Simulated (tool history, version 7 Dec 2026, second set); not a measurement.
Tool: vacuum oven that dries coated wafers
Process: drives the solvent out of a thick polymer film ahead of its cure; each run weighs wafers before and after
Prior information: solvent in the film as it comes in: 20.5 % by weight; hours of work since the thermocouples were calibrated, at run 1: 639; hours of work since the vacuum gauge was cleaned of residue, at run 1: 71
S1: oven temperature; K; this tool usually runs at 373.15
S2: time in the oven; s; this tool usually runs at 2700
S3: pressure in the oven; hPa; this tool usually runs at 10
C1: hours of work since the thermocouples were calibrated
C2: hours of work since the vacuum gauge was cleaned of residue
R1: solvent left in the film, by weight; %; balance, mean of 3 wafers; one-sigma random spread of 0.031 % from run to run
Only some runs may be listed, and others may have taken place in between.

{"run": 1, "hour": 0.0, "S1": 373.15, "S2": 2700, "S3": 10, "C1": 639, "C2": 71, "R1": 3.08}
{"run": 2, "hour": 6.7, "S1": 373.15, "S2": 2700, "S3": 10, "C1": 642, "C2": 74, "R1": 3.14}
{"run": 3, "hour": 16.9, "S1": 373.15, "S2": 2700, "S3": 10, "C1": 647, "C2": 78, "R1": 3.05}
{"run": 4, "hour": 28.5, "S1": 373.15, "S2": 2700, "S3": 10, "C1": 652, "C2": 83, "R1": 3.12}
{"run": 5, "hour": 36.8, "S1": 373.15, "S2": 2700, "S3": 10, "C1": 655, "C2": 87, "R1": 3.05}
{"run": 6, "hour": 42.3, "S1": 373.15, "S2": 2700, "S3": 10, "C1": 658, "C2": 89, "R1": 3.07}

Run 7 is up next; what results do you expect?
{"run": 7, "hour": 54.0, "S1": 373.15, "S2": 2700, "S3": 10, "C1": 663, "C2": 94, "R1": "?"}

Run 7 measured R1 3.06 %.
Take away the tool's hidden state, keep the run-to-run variation as it was, and the same run would have given R1 2.83 %.

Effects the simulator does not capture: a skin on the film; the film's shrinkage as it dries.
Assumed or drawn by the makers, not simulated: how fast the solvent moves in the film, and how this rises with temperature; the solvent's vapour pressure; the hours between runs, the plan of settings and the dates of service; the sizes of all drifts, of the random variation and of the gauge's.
